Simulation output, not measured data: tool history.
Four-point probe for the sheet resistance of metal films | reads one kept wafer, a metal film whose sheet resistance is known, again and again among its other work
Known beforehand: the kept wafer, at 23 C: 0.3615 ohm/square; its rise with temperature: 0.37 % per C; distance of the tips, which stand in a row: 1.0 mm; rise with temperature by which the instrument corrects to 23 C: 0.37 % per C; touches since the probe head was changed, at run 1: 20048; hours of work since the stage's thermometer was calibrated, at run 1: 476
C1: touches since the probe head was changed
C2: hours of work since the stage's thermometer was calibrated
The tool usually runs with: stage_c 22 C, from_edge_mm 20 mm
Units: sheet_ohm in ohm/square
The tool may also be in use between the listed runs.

run 1 hour=0.0 | stage_c=22 from_edge_mm=20 | C1=20048 C2=476 | sheet_ohm=0.360429
run 2 hour=35.5 | stage_c=22 from_edge_mm=20 | C1=20641 C2=503 | sheet_ohm=0.360497
run 3 hour=91.9 | stage_c=22 from_edge_mm=20 | C1=21583 C2=547 | sheet_ohm=0.360284
run 4 hour=151.2 | stage_c=22 from_edge_mm=33 | C1=22572 C2=593 | sheet_ohm=0.359997
run 5 hour=179.7 | stage_c=22 from_edge_mm=33 | C1=23047 C2=615 | sheet_ohm=0.359947
run 6 hour=222.9 | stage_c=22 from_edge_mm=20 | C1=23769 C2=648 | sheet_ohm=0.360406
run 7 hour=275.5 | stage_c=22 from_edge_mm=20 | C1=24647 C2=689 | sheet_ohm=0.360237
run 8 hour=304.3 | stage_c=22 from_edge_mm=20 | C1=25129 C2=711 | sheet_ohm=0.360214
run 9 hour=345.1 | stage_c=22 from_edge_mm=20 | C1=25810 C2=743 | sheet_ohm=0.360146
run 10 hour=403.2 | stage_c=22 from_edge_mm=20 | C1=26779 C2=788 | sheet_ohm=0.360137
run 11 hour=442.9 | stage_c=22 from_edge_mm=20 | C1=27441 C2=819 | sheet_ohm=0.360136
run 12 hour=476.7 | stage_c=22 from_edge_mm=20 | C1=28006 C2=845 | sheet_ohm=0.360123
run 13 hour=516.6 | stage_c=22 from_edge_mm=4 | C1=28672 C2=876 | sheet_ohm=0.371393
run 14 hour=560.1 | stage_c=22 from_edge_mm=20 | C1=29399 C2=909 | sheet_ohm=0.360124
run 15 hour=596.8 | stage_c=22 from_edge_mm=61 | C1=30011 C2=938 | sheet_ohm=0.359604
run 16 hour=641.5 | stage_c=22 from_edge_mm=20 | C1=30757 C2=972 | sheet_ohm=0.360075
run 17 hour=684.0 | stage_c=22 from_edge_mm=20 | C1=31467 C2=1005 | sheet_ohm=0.359855
run 18 hour=713.0 | stage_c=22 from_edge_mm=20 | C1=31950 C2=1028 | sheet_ohm=0.360085
run 19 hour=775.4 | stage_c=22 from_edge_mm=20 | C1=32993 C2=1076 | sheet_ohm=0.359889
run 20 hour=834.4 | stage_c=22 from_edge_mm=20 | C1=33978 C2=1122 | sheet_ohm=0.360008
run 21 hour=868.5 | stage_c=22 from_edge_mm=20 | C1=34547 C2=1148 | sheet_ohm=0.360005
run 22 hour=914.6 | stage_c=19 from_edge_mm=26 | C1=35316 C2=1184 | sheet_ohm=0.359755
run 23 hour=957.0 | stage_c=24 from_edge_mm=16 | C1=36024 C2=1217 | sheet_ohm=0.360131
-- hour=960.1 stage's thermometer calibrated
run 24 hour=1017.7 | stage_c=24 from_edge_mm=16 | C1=37029 C2=45 | sheet_ohm=0.360081
run 25 hour=1071.8 | stage_c=24 from_edge_mm=16 | C1=37933 C2=87 | sheet_ohm=0.360043
run 26 hour=1129.6 | stage_c=32 from_edge_mm=27 | C1=38897 C2=131 | sheet_ohm=0.359291
run 27 hour=1181.8 | stage_c=24 from_edge_mm=49 | C1=39768 C2=172 | sheet_ohm=0.359146
run 28 hour=1235.2 | stage_c=24 from_edge_mm=49 | C1=40660 C2=213 | sheet_ohm=0.359162
-- hour=1257.4 stage's thermometer calibrated, once more
run 29 hour=1278.1 | stage_c=24 from_edge_mm=49 | C1=41369 C2=16 | sheet_ohm=0.359509
run 30 hour=1318.6 | stage_c=25 from_edge_mm=5 | C1=42044 C2=47 | sheet_ohm=0.366949
run 31 hour=1352.4 | stage_c=25 from_edge_mm=5 | C1=42608 C2=73 | sheet_ohm=0.367007
run 32 hour=1393.7 | stage_c=21 from_edge_mm=20 | C1=43298 C2=105 | sheet_ohm=0.359949
run 33 hour=1442.6 | stage_c=22 from_edge_mm=12 | C1=44114 C2=143 | sheet_ohm=0.360578
run 34 hour=1470.8 | stage_c=19 from_edge_mm=5 | C1=44585 C2=165 | sheet_ohm=0.366965
run 35 hour=1496.6 | stage_c=35 from_edge_mm=4 | C1=45016 C2=185 | sheet_ohm=0.370747
run 36 hour=1523.8 | stage_c=35 from_edge_mm=4 | C1=45470 C2=206 | sheet_ohm=0.370810

Run 37 comes next. What will it give?
run 37 hour=1580.0 | stage_c=35 from_edge_mm=62 | C1=46408 C2=250 | sheet_ohm=?

Run 37 yielded sheet_ohm 0.358987 ohm/square.
Had the tool carried no hidden state, the very same run would have given sheet_ohm 0.361246 ohm/square.

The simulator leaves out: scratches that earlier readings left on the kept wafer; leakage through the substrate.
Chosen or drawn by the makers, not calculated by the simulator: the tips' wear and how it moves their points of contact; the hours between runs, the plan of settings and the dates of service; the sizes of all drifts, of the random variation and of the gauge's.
